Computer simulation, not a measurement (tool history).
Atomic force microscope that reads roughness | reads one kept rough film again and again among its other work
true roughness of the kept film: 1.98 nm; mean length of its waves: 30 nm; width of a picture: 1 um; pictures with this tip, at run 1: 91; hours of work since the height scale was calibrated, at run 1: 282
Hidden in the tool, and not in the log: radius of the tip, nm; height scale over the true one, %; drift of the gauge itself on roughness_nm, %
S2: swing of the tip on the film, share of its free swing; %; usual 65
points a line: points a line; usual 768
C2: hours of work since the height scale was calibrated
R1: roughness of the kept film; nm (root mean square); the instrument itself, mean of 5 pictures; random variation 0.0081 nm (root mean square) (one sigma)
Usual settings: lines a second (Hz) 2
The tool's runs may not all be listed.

run 1 hour=0 | lines_a_second_(Hz)=2 S2=65 points_a_line=768 | pictures_with_this_tip=91 C2=282 | R1=1.645
run 2 hour=13 | lines_a_second_(Hz)=2 S2=65 points_a_line=768 | pictures_with_this_tip=103 C2=288 | R1=1.619
run 3 hour=37 | lines_a_second_(Hz)=2 S2=65 points_a_line=768 | pictures_with_this_tip=124 C2=300 | R1=1.606
run 4 hour=57 | lines_a_second_(Hz)=2 S2=65 points_a_line=768 | pictures_with_this_tip=142 C2=309 | R1=1.597
run 5 hour=76.5 | lines_a_second_(Hz)=2 S2=65 points_a_line=768 | pictures_with_this_tip=159 C2=319 | R1=1.562
run 6 hour=99.1 | lines_a_second_(Hz)=2 S2=65 points_a_line=768 | pictures_with_this_tip=179 C2=330 | R1=1.552
run 7 hour=120.1 | lines_a_second_(Hz)=2 S2=58 points_a_line=768 | pictures_with_this_tip=198 C2=340 | R1=1.549
-- hour=130.4 new tip fitted
run 8 hour=144.9 | lines_a_second_(Hz)=2 S2=58 points_a_line=768 | pictures_with_this_tip=13 C2=352 | R1=1.787
run 9 hour=166.8 | lines_a_second_(Hz)=2 S2=65 points_a_line=768 | pictures_with_this_tip=33 C2=362 | R1=1.73
run 10 hour=186.2 | lines_a_second_(Hz)=2 S2=65 points_a_line=691 | pictures_with_this_tip=50 C2=371 | R1=1.705
run 11 hour=209.8 | lines_a_second_(Hz)=2 S2=65 points_a_line=691 | pictures_with_this_tip=71 C2=383 | R1=1.681
run 12 hour=222.4 | lines_a_second_(Hz)=2 S2=65 points_a_line=691 | pictures_with_this_tip=82 C2=389 | R1=1.651
run 13 hour=244.4 | lines_a_second_(Hz)=0.82 S2=65 points_a_line=768 | pictures_with_this_tip=101 C2=400 | R1=1.698
run 14 hour=257.8 | lines_a_second_(Hz)=2 S2=73 points_a_line=768 | pictures_with_this_tip=113 C2=406 | R1=1.586
run 15 hour=283.8 | lines_a_second_(Hz)=2 S2=65 points_a_line=719 | pictures_with_this_tip=136 C2=419 | R1=1.608
run 16 hour=299.8 | lines_a_second_(Hz)=2 S2=59 points_a_line=407 | pictures_with_this_tip=150 C2=426 | R1=1.614
run 17 hour=310.9 | lines_a_second_(Hz)=2 S2=59 points_a_line=425 | pictures_with_this_tip=160 C2=432 | R1=1.606
run 18 hour=325.3 | lines_a_second_(Hz)=0.72 S2=68 points_a_line=768 | pictures_with_this_tip=173 C2=439 | R1=1.62

The next listed run, before its measurement:
run 19 hour=341.3 | lines_a_second_(Hz)=2 S2=57 points_a_line=712 | pictures_with_this_tip=187 C2=446 | R1=?

Run 19 gave R1 1.596 nm (root mean square).
Without the tool's hidden state the same run would have given R1 1.803 nm (root mean square).
